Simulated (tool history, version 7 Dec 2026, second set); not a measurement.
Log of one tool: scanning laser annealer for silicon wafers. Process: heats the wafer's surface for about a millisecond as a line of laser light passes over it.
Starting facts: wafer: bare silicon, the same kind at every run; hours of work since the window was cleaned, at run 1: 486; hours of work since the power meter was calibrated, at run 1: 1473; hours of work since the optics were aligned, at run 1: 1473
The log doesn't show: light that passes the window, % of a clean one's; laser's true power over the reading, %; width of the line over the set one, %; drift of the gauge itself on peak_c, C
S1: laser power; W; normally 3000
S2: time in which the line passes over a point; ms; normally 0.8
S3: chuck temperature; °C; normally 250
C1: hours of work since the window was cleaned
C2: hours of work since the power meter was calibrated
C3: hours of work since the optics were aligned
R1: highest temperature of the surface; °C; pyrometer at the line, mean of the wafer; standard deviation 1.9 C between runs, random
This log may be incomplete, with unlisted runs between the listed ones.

{"run": 1, "hour": 0.0, "S1": 3000, "S2": 0.8, "S3": 250, "C1": 486, "C2": 1473, "C3": 1473, "R1": 1037}
{"run": 2, "hour": 28.6, "S1": 3000, "S2": 0.8, "S3": 250, "C1": 508, "C2": 1495, "C3": 1495, "R1": 1037}
{"run": 3, "hour": 59.1, "S1": 3000, "S2": 0.8, "S3": 280, "C1": 531, "C2": 1519, "C3": 1519, "R1": 1065}
{"run": 4, "hour": 121.8, "S1": 3000, "S2": 0.8, "S3": 280, "C1": 580, "C2": 1567, "C3": 1567, "R1": 1062}
{"hour": 161.6, "done": "window over the wafer cleaned"}
{"run": 5, "hour": 175.7, "S1": 3000, "S2": 0.8, "S3": 280, "C1": 11, "C2": 1607, "C3": 1607, "R1": 1097}
{"run": 6, "hour": 232.5, "S1": 3000, "S2": 0.8, "S3": 280, "C1": 54, "C2": 1650, "C3": 1650, "R1": 1091}
{"run": 7, "hour": 264.7, "S1": 3000, "S2": 0.8, "S3": 280, "C1": 79, "C2": 1675, "C3": 1675, "R1": 1089}
{"run": 8, "hour": 299.4, "S1": 3000, "S2": 0.8, "S3": 280, "C1": 106, "C2": 1702, "C3": 1702, "R1": 1084}
{"hour": 337.5, "done": "optics aligned, line set to its width"}
{"run": 9, "hour": 337.5, "S1": 2981, "S2": 0.975, "S3": 250, "C1": 131, "C2": 1727, "C3": 0, "R1": 1146}
{"run": 10, "hour": 367.4, "S1": 2981, "S2": 0.975, "S3": 250, "C1": 154, "C2": 1750, "C3": 23, "R1": 1144}
{"run": 11, "hour": 409.3, "S1": 2796, "S2": 0.8, "S3": 250, "C1": 186, "C2": 1782, "C3": 55, "R1": 996}
{"run": 12, "hour": 443.7, "S1": 3032, "S2": 0.8, "S3": 250, "C1": 213, "C2": 1808, "C3": 81, "R1": 1071}
{"run": 13, "hour": 476.2, "S1": 3000, "S2": 0.912, "S3": 285, "C1": 238, "C2": 1833, "C3": 106, "R1": 1150}
{"run": 14, "hour": 518.4, "S1": 2892, "S2": 0.8, "S3": 278, "C1": 270, "C2": 1866, "C3": 139, "R1": 1051}

How would selected steps in R1 from run to run divide? Give the signed amount a tool lacking its hidden state would still show from settings, what came in and random variation, and the signed amount left for the hidden state, including any gauge scatter that is not in both of the compared results.
Run 4 -> 5: window over the wafer cleaned. R1 +35 °C: hidden state +34, all else +1.
Run 10 -> 11: S1 2981 -> 2796, S2 0.975 -> 0.8. R1 -148 °C: hidden state +3, all else -151.

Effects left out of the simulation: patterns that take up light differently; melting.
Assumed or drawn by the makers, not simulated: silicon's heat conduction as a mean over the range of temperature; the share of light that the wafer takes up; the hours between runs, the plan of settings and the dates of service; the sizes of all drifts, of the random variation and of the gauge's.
